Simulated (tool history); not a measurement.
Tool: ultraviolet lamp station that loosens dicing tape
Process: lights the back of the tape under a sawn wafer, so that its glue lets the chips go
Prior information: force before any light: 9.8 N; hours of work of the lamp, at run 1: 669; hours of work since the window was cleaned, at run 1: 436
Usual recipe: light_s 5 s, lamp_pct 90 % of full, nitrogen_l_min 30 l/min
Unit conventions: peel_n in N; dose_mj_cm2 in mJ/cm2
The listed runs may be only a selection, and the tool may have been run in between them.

run   hour  light_s  lamp_pct  nitrogen_l_min  hours of work of the lamp  hours of work since the window was cleaned  peel_n  dose_mj_cm2
  1      0        5        90              30                        669                                         436   0.936          244
  2   22.6        5        90              30                        685                                         452   0.971          240
  3   50.5        5        90              25                        705                                         472   1.049          241
  4   64.3        8        90              30                        715                                         482   0.372          389
  5   92.4        5        65              30                        735                                         502   1.771          173
  6  116.4        5        90              30                        752                                         519   1.006          238
  7  128.8        5        90              30                        761                                         528   1.057          234
  8  145.3        5        90              30                        773                                         540   1.029          233
  9    166        5        90              30                        788                                         555   1.057          233
 10  194.2        5        90              30                        808                                         575   1.105          231
     205.9  -- window cleaned of glue's vapour
 11  220.3        5        90              30                        827                                          10   0.957          250
 12  239.4       10        90              30                        840                                          24   0.265          486
 13  266.8       10        90              30                        860                                          44    0.27          484
 14  279.6       10        93              30                        869                                          53   0.248          496
 15  300.4        4       100              11                        884                                          68   2.197          214
 16  326.1        4        62              11                        902                                          86   3.619          132
 17  343.4        9        75              51                        915                                          99   0.348          352
 18  358.8        5        90              49                        926                                         110   0.834          235
     379.2  -- lamp changed
 19  382.8        4        90              27                          3                                         126   0.932          253
 20  410.4        9        90              27                         22                                         146   0.238          565
 21  429.8        9        79              27                         36                                         160   0.262          489
 22  455.7        8        76              30                         55                                         178   0.335          416
 23  468.4        5        90              42                         64                                         188   0.471          311

What does the tool deliver on the next run?
 24  496.4        5        64              42                         84                                         208       ?            ?

{"run 24": {"peel_n": 1.014, "dose_mj_cm2": 218}}
Had the tool carried no hidden state, the very same run would have given peel_n 0.902 N, dose_mj_cm2 231 mJ/cm2.

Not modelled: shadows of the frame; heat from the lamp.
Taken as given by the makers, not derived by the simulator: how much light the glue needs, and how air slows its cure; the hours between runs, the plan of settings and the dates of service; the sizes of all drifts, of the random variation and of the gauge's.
